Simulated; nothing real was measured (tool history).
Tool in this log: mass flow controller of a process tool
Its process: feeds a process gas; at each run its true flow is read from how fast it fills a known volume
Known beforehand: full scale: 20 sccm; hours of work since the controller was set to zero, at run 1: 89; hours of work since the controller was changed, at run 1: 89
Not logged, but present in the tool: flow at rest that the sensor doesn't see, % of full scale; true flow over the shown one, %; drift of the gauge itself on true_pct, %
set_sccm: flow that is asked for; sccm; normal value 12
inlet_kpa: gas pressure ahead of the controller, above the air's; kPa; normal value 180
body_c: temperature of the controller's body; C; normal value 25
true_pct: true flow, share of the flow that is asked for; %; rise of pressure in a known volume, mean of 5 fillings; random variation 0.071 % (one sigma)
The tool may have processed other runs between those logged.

run	hour	set_sccm	inlet_kpa	body_c	hours of work since the controller was set to zero	hours of work since the controller was changed	true_pct
1	0	12	180	25	89	89	99.77
2	122.9	12	180	25	156	156	99.8
3	217.6	12	180	38	208	208	100.46
4	316.2	12	180	38	262	262	100.54
5	428	12	180	38	324	324	100.44
6	571.5	12	180	25	402	402	99.75
7	708.4	12	260	25	478	478	99.48
8	811.5	12	260	25	534	534	99.53
9	901.5	12	143	25	583	583	100.14
10	1023.9	12	180	39	651	651	100.91
11	1151	12	180	25	720	720	99.94
12	1214.5	12	180	25	755	755	100.01
13	1363.7	12	180	25	837	837	100.08
14	1464.4	12	180	25	892	892	99.9
15	1553.8	12	180	25	941	941	99.91
16	1650.1	2	180	25	994	994	100.25
# hour 1661.9: controller's zero set anew
17	1720.6	2	180	32	32	1032	101.04
18	1828.3	2	180	32	91	1091	101.15
19	1957.8	12	180	25	162	1162	100.14
20	2035.3	12	180	25	205	1205	100.23
# hour 2070.5: controller's zero set anew, once more
21	2101.7	12	180	25	17	1241	100.02
22	2184.2	12	174	25	62	1286	100.12
23	2276.4	12	168	25	113	1337	100.02
24	2403.8	12	150	30	183	1407	100.5
25	2528.7	11	275	27	251	1475	99.59
26	2637.3	17	162	29	311	1535	100.61
27	2734.1	17	240	31	364	1588	100.29
28	2873.4	2	241	25	440	1664	99.78
29	2988.6	12	219	30	503	1727	100.29
30	3113.9	12	219	30	572	1796	100.24
31	3222	8	179	35	631	1855	100.55
32	3335.8	12	246	34	694	1918	100.49
33	3469.5	5	246	34	767	1991	100.18
34	3598.5	12	252	25	838	2062	99.89
35	3741.8	12	252	25	916	2140	99.92
36	3829.2	2	252	24	964	2188	100.01
37	3916.8	2	252	24	1012	2236	99.94
38	4070	2	252	24	1096	2320	100.1
39	4144.6	5	173	33	1137	2361	100.7
40	4216.2	5	173	38	1177	2400	100.87
41	4341.6	5	173	38	1245	2469	100.95

How the hidden state differs across the entries between the runs, from the last listed run before each to the first after it:
In the gap between runs 16 and 17: controller's zero set anew (hour 1661.9)
  flow at rest that the sensor doesn't see, % of full scale: 0.084 -> 0.129
  the result without the hidden state subtracted from the measured one, true_pct: +1.01 -> +1.48 %
In the gap between runs 20 and 21: controller's zero set anew, once more (hour 2070.5)
  flow at rest that the sensor doesn't see, % of full scale: 0.138 -> 0.033
  the result without the hidden state subtracted from the measured one, true_pct: +0.45 -> +0.28 %

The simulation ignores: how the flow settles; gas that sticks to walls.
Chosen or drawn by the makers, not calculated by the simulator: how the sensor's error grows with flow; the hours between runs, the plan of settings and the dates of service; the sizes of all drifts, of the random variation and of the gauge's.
